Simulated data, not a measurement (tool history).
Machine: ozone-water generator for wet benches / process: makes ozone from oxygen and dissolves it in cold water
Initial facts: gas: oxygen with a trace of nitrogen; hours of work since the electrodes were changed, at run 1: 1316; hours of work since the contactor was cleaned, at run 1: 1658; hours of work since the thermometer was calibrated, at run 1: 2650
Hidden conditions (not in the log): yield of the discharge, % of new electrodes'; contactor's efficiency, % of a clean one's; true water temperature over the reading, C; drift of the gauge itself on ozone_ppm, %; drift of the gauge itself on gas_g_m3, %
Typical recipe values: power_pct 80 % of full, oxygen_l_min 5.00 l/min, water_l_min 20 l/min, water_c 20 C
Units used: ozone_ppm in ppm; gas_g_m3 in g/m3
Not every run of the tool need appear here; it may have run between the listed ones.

run,hour,power_pct,oxygen_l_min,water_l_min,water_c,hours of work since the electrodes were changed,hours of work since the contactor was cleaned,hours of work since the thermometer was calibrated,ozone_ppm,gas_g_m3
1,0.0,80,5.00,20,20,1316,1658,2650,31.7,289.9
2,91.1,80,6.93,20,20,1406,1748,2740,32.6,254.6
3,150.6,80,5.00,14,20,1465,1807,2799,40.0,289.9
4,240.4,80,5.00,14,20,1553,1895,2887,40.7,287.7
5,282.1,98,5.00,20,20,1594,1936,2928,35.6,324.9
6,340.7,80,5.00,20,20,1652,1994,2986,32.0,291.2
7,397.9,80,5.00,20,20,1708,2051,3043,31.9,289.5
# hour 462.6: water thermometer calibrated
8,475.5,80,5.00,20,20,1784,2127,13,31.6,289.7
9,519.1,80,5.00,20,20,1827,2170,56,31.7,289.9
10,597.3,80,5.00,20,27,1904,2247,133,28.3,291.7
11,688.0,80,5.00,20,27,1994,2336,222,28.6,290.0
12,782.2,80,5.00,20,27,2087,2429,315,28.3,289.7
13,831.0,80,4.49,20,20,2135,2477,363,31.1,303.1
14,911.0,80,5.00,20,20,2214,2556,442,31.8,289.3
15,1002.3,80,5.00,20,20,2304,2646,532,31.9,291.9
16,1081.0,80,5.00,20,20,2381,2723,610,31.2,288.8
17,1149.3,80,5.00,20,20,2449,2791,677,31.6,288.7
18,1228.5,80,5.00,20,20,2527,2869,755,31.7,290.2
19,1270.5,80,5.00,22,23,2568,2910,796,28.1,288.2
20,1343.7,62,6.16,22,23,2640,2982,869,25.1,231.4

The next listed run, before its measurement:
21,1381.5,80,5.00,15,17,2678,3020,906,?,?

ozone_ppm: 40.0 ppm
gas_g_m3: 289.6 g/m3
Minus the tool's unlogged condition, the same run would have read ozone_ppm 40.1 ppm, gas_g_m3 289.9 g/m3.
